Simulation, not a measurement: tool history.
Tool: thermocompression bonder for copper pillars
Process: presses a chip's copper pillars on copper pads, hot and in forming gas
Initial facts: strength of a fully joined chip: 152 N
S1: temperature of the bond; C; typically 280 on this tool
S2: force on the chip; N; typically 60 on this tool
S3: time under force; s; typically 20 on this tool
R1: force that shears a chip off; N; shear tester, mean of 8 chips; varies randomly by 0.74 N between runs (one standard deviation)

run   hour   S1  S2  S3    R1
  1    0.0  280  60  20  54.5
  2   33.2  280  60  20  54.6
  3   64.2  280  60  20  55.5
  4   95.7  280  60  20  55.8
  5  118.5  280  83  20  75.7
  6  150.1  280  60  57  82.6
  7  196.2  250  60  57  56.7
  8  217.5  250  60  15  31.8
  9  263.9  250  60  15  31.8
 10  302.4  302  79  13  79.1

For run 11, what comes out?
 11  327.1  298  60  19   ?

Run 11 yielded R1 67.3 N.
Take away the tool's hidden state, keep the run-to-run variation as it was, and the same run would have given R1 67.5 N.

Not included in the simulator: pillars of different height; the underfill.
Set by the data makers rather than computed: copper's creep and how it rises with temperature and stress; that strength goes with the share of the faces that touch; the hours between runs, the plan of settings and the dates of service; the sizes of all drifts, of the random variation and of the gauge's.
